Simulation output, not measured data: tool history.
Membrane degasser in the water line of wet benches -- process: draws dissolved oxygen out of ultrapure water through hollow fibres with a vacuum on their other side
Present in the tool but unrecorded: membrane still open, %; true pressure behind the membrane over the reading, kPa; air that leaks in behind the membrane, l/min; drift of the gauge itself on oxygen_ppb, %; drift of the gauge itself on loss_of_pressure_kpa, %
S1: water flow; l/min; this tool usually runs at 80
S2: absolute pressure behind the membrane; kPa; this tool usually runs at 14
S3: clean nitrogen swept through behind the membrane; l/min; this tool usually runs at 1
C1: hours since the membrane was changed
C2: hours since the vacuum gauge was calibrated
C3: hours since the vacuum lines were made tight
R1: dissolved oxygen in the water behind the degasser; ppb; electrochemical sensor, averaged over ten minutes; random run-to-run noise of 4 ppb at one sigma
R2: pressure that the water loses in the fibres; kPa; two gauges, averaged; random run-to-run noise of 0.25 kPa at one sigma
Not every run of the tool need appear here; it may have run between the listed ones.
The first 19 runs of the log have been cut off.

run,hour,S1,S2,S3,C1,C2,C3,R1,R2
20,2116.5,106,14,0.53,4918,224,5138,2103.7,90.05
21,2270.5,56,9.5,1,5072,378,5292,631.3,47.99
22,2404.4,80,13.5,1,5206,512,5426,1251.8,68.36
23,2499.5,80,13.5,0.47,5301,607,5521,1857.1,68.88
24,2636.8,80,13.5,0.47,5438,744,5659,1859.9,68.21
25,2789.6,79,13.5,0.47,5591,897,5811,1854.9,67.45
26,2937.2,108,19.1,0.48,5739,1045,5959,3011.8,92.49
27,3007,108,19.1,0.48,5808,1114,6029,3002.6,92.68
28,3164.6,108,10.2,0.52,5966,1272,6186,1488.5,91.93
29,3244.2,108,10.2,0.52,6046,1352,6266,1489.6,92.27
30,3330.9,51,14,0.49,6132,1438,6353,1495.3,43.59
# hour 3402.4: seals of the vacuum lines changed
31,3495.8,87,20.3,2.46,6295,1601,93,1137.4,74.82
32,3625.9,65,34.7,0.51,6425,1731,223,3789.5,56.03

3 options for the next run, each taken on its own from the tool as it stands now. Forecast them:
A,3758.5,68,30.8,1.06,6558,1864,356,?,?
B,3758.5,87,14,1.73,6558,1864,356,?,?
C,3758.5,117,33.6,1,6558,1864,356,?,?

run,R1,R2
A,2455.2,58.07
B,983,74.69
C,3596.6,100.89
With the hidden condition removed and each run's random variation left untouched, the same runs would have given:
run,R1,R2
A,2446.4,56.01
B,969.3,72.04
C,3586,97.31
